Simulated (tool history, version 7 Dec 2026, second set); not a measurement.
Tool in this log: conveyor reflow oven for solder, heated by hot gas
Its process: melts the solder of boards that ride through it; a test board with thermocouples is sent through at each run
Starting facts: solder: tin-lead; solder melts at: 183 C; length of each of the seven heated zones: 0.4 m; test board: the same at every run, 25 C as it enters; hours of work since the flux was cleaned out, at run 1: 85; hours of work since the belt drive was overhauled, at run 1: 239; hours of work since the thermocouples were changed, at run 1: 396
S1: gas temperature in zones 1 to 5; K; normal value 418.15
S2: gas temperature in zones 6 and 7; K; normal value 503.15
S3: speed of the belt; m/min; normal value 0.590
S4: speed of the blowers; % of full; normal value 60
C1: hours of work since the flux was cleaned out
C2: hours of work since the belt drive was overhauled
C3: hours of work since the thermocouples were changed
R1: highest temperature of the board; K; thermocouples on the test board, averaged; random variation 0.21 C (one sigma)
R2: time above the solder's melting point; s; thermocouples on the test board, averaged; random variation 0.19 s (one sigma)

| run | hour | S1 | S2 | S3 | S4 | C1 | C2 | C3 | R1 | R2 |
|---|---|---|---|---|---|---|---|---|---|---|
| 1 | 0.0 | 418.15 | 503.15 | 0.590 | 60 | 85 | 239 | 396 | 487.55 | 60.7 |
| 2 | 9.9 | 418.15 | 503.15 | 0.590 | 60 | 91 | 245 | 402 | 487.15 | 60.8 |
| 3 | 18.1 | 418.15 | 503.15 | 0.590 | 60 | 95 | 249 | 406 | 487.25 | 60.7 |
| 4 | 32.3 | 418.15 | 503.15 | 0.590 | 60 | 103 | 257 | 414 | 487.45 | 60.8 |
| 5 | 39.9 | 418.15 | 503.15 | 0.590 | 60 | 108 | 261 | 418 | 487.85 | 60.9 |
| 6 | 53.0 | 418.15 | 503.15 | 0.590 | 60 | 115 | 269 | 426 | 487.45 | 60.7 |
| 7 | 59.3 | 418.15 | 503.15 | 0.590 | 60 | 118 | 272 | 429 | 487.15 | 60.9 |
| 8 | 68.7 | 418.15 | 503.15 | 0.590 | 60 | 124 | 278 | 434 | 487.35 | 60.8 |
| 9 | 78.7 | 418.15 | 503.15 | 0.590 | 60 | 129 | 283 | 440 | 487.35 | 61.2 |
| 10 | 85.3 | 418.15 | 503.15 | 0.590 | 60 | 133 | 287 | 444 | 487.15 | 61.1 |
| 11 | 92.0 | 418.15 | 503.15 | 0.590 | 60 | 137 | 291 | 447 | 486.85 | 61.1 |
| 12 | 105.9 | 418.15 | 503.15 | 0.590 | 60 | 144 | 298 | 455 | 487.35 | 61.0 |
| 13 | 118.4 | 418.15 | 503.15 | 0.590 | 60 | 151 | 305 | 462 | 487.05 | 60.5 |
| 14 | 129.1 | 418.15 | 503.15 | 0.661 | 60 | 157 | 311 | 468 | 483.75 | 50.5 |
| 15 | 137.4 | 429.15 | 503.15 | 0.693 | 60 | 162 | 316 | 473 | 484.75 | 53.3 |
| 16 | 145.0 | 429.15 | 497.15 | 0.545 | 86 | 166 | 320 | 477 | 490.75 | 77.2 |
| 17 | 157.6 | 407.15 | 497.15 | 0.587 | 86 | 173 | 327 | 484 | 487.25 | 59.1 |
| 18 | 172.6 | 428.15 | 507.15 | 0.647 | 57 | 182 | 336 | 493 | 489.05 | 60.4 |
| 19 | 180.4 | 423.15 | 493.15 | 0.565 | 58 | 186 | 340 | 497 | 480.55 | 59.6 |
| 20 | 193.9 | 432.15 | 514.15 | 0.565 | 60 | 194 | 348 | 504 | 500.05 | 80.7 |
| 21 | 201.1 | 432.15 | 514.15 | 0.530 | 71 | 198 | 352 | 508 | 504.65 | 88.1 |
| 22 | 209.5 | 432.15 | 514.15 | 0.530 | 71 | 202 | 356 | 513 | 504.85 | 87.5 |
| 23 | 221.1 | 432.15 | 514.15 | 0.623 | 85 | 209 | 363 | 520 | 503.85 | 74.2 |
| 24 | 231.5 | 418.15 | 503.15 | 0.590 | 73 | 215 | 369 | 525 | 491.55 | 64.9 |
| 25 | 239.2 | 418.15 | 510.15 | 0.590 | 57 | 219 | 373 | 530 | 492.05 | 64.6 |
| 26 | 249.1 | 418.15 | 510.15 | 0.590 | 57 | 225 | 378 | 535 | 492.15 | 64.7 |
|  | 256.7 | thermocouples of zones 6 and 7 changed |
| 27 | 258.5 | 414.15 | 506.15 | 0.676 | 72 | 229 | 383 | 1 | 488.75 | 52.9 |

Each row is a separate what-if for the run after 27, all from the same tool condition, not one after another. Results?
| A | 266.2 | 421.15 | 503.15 | 0.590 | 90 | 233 | 387 | 5 | ? | ? |
| B | 266.2 | 418.15 | 503.15 | 0.686 | 65 | 233 | 387 | 5 | ? | ? |
| C | 266.2 | 420.15 | 515.15 | 0.676 | 72 | 233 | 387 | 5 | ? | ? |
| D | 266.2 | 418.15 | 503.15 | 0.573 | 60 | 233 | 387 | 5 | ? | ? |

| run | R1 | R2 |
|---|---|---|
| A | 494.45 | 69.6 |
| B | 484.45 | 49.5 |
| C | 497.45 | 60.6 |
| D | 488.25 | 63.6 |
What these runs would have given with no unlogged condition in the tool:
| run | R1 | R2 |
|---|---|---|
| A | 494.55 | 69.6 |
| B | 484.55 | 49.5 |
| C | 497.55 | 60.6 |
| D | 488.25 | 63.6 |

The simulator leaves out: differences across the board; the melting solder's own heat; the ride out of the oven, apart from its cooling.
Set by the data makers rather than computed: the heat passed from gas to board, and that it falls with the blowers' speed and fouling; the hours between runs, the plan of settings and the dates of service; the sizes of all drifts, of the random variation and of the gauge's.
